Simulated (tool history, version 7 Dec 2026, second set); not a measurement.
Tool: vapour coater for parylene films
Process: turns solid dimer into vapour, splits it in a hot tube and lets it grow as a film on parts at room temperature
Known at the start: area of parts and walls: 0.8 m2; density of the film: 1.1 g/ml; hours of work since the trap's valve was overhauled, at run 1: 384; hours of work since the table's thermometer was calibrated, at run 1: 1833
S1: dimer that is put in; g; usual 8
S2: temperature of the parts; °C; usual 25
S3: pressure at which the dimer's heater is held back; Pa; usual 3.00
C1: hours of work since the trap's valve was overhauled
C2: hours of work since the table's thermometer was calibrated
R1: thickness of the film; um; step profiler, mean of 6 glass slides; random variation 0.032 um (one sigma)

run	day	S1	S2	S3	C1	C2	R1
1	0.000	8	25	3.00	384	1833	5.84
2	2.083	10	25	3.00	410	1859	7.36
3	5.217	4	25	3.00	450	1898	2.93
4	8.742	4	25	3.00	494	1943	2.94
# day 11.688: trap's valve overhauled
5	12.608	4	25	3.00	12	1989	2.97
6	15.604	4	25	3.00	49	2027	2.96
7	17.188	10	31	3.00	69	2047	5.88
8	18.979	13	23	9.98	92	2070	9.53
9	21.767	10	23	6.76	127	2105	7.52
10	24.412	5	23	6.76	160	2138	3.77

Hidden state at the last listed run before each entry between runs and at the first one after, where it differs:
Between runs 4 and 5: trap's valve overhauled (day 11.688)
  vapour lost through the trap's worn valve, %: 0.4 -> 0
